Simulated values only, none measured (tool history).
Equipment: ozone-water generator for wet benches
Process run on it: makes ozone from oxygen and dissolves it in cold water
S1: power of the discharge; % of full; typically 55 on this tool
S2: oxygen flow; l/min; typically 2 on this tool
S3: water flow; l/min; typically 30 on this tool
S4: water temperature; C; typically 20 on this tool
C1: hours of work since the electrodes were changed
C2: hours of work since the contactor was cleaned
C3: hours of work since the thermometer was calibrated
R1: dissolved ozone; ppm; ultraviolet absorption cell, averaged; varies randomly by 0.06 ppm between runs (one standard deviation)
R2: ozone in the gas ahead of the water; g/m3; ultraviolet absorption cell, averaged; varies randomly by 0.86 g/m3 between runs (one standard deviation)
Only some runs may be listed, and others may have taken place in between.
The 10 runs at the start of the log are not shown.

run 11 hour=331.6 | S1=55 S2=2.39 S3=30 S4=20 | C1=727 C2=2793 C3=4485 | R1=5.54 R2=127.6
run 12 hour=375.6 | S1=55 S2=2.39 S3=30 S4=20 | C1=765 C2=2832 C3=4523 | R1=5.56 R2=128.9
run 13 hour=403.7 | S1=55 S2=2.39 S3=30 S4=20 | C1=790 C2=2857 C3=4548 | R1=5.41 R2=129
run 14 hour=427.5 | S1=55 S2=2.96 S3=30 S4=20 | C1=811 C2=2878 C3=4569 | R1=6 R2=119.5
run 15 hour=452.8 | S1=55 S2=2 S3=30 S4=20 | C1=833 C2=2900 C3=4591 | R1=4.96 R2=136.1
run 16 hour=479.8 | S1=55 S2=2 S3=30 S4=20 | C1=857 C2=2924 C3=4615 | R1=5.11 R2=138.3
run 17 hour=505.5 | S1=55 S2=1.4 S3=42 S4=20 | C1=880 C2=2947 C3=4638 | R1=2.65 R2=152.9
run 18 hour=550.5 | S1=55 S2=2 S3=30 S4=28 | C1=920 C2=2986 C3=4678 | R1=4.78 R2=135
run 19 hour=581.1 | S1=55 S2=2 S3=30 S4=28 | C1=947 C2=3013 C3=4705 | R1=4.85 R2=136.3
run 20 hour=603.9 | S1=78 S2=2 S3=39 S4=16 | C1=967 C2=3033 C3=4725 | R1=4.48 R2=170.9
run 21 hour=625.1 | S1=53 S2=2.51 S3=44 S4=27 | C1=985 C2=3052 C3=4743 | R1=3.14 R2=124.3
run 22 hour=662.1 | S1=92 S2=2 S3=30 S4=13 | C1=1018 C2=3085 C3=4776 | R1=7.3 R2=189
run 23 hour=692.4 | S1=92 S2=2 S3=30 S4=13 | C1=1045 C2=3111 C3=4803 | R1=7.17 R2=190.2
run 24 hour=733.5 | S1=92 S2=2 S3=30 S4=13 | C1=1081 C2=3148 C3=4839 | R1=7.18 R2=188
run 25 hour=775.4 | S1=55 S2=2 S3=21 S4=25 | C1=1118 C2=3185 C3=4876 | R1=7.3 R2=135.5
run 26 hour=797.9 | S1=55 S2=1.39 S3=22 S4=18 | C1=1138 C2=3205 C3=4896 | R1=6.06 R2=153.4
run 27 hour=826.9 | S1=55 S2=1.39 S3=22 S4=18 | C1=1163 C2=3230 C3=4921 | R1=6.11 R2=155.1
run 28 hour=851.7 | S1=55 S2=1.39 S3=22 S4=18 | C1=1185 C2=3252 C3=4943 | R1=6.11 R2=152.8
run 29 hour=880.8 | S1=85 S2=1.11 S3=22 S4=18 | C1=1211 C2=3278 C3=4969 | R1=7.26 R2=217.5
run 30 hour=898.8 | S1=62 S2=2 S3=24 S4=23 | C1=1227 C2=3294 C3=4985 | R1=6.85 R2=146.7
run 31 hour=919.6 | S1=62 S2=2 S3=24 S4=23 | C1=1245 C2=3312 C3=5003 | R1=6.86 R2=146.8
run 32 hour=958.9 | S1=46 S2=1.46 S3=25 S4=15 | C1=1280 C2=3347 C3=5038 | R1=4.88 R2=134.7

Below are 5 alternative next runs, each starting from the tool's condition after run 32. Predict each:
run A hour=990.6 | S1=70 S2=1.35 S3=30 S4=20 | C1=1308 C2=3375 C3=5066 | R1=? R2=?
run B hour=990.6 | S1=55 S2=2 S3=30 S4=23 | C1=1308 C2=3375 C3=5066 | R1=? R2=?
run C hour=990.6 | S1=55 S2=2 S3=30 S4=16 | C1=1308 C2=3375 C3=5066 | R1=? R2=?
run D hour=990.6 | S1=46 S2=1.46 S3=27 S4=18 | C1=1308 C2=3375 C3=5066 | R1=? R2=?
run E hour=990.6 | S1=46 S2=1.46 S3=25 S4=18 | C1=1308 C2=3375 C3=5066 | R1=? R2=?

run=A R1=4.82 R2=181.2
run=B R1=4.93 R2=135.7
run=C R1=5.01 R2=134.5
run=D R1=4.36 R2=135.3
run=E R1=4.86 R2=135.6
Had the tool no hidden state, the same runs would have come out as:
run=A R1=5.13 R2=187.5
run=B R1=5.23 R2=139.7
run=C R1=5.32 R2=138.5
run=D R1=4.6 R2=138.8
run=E R1=5.11 R2=139
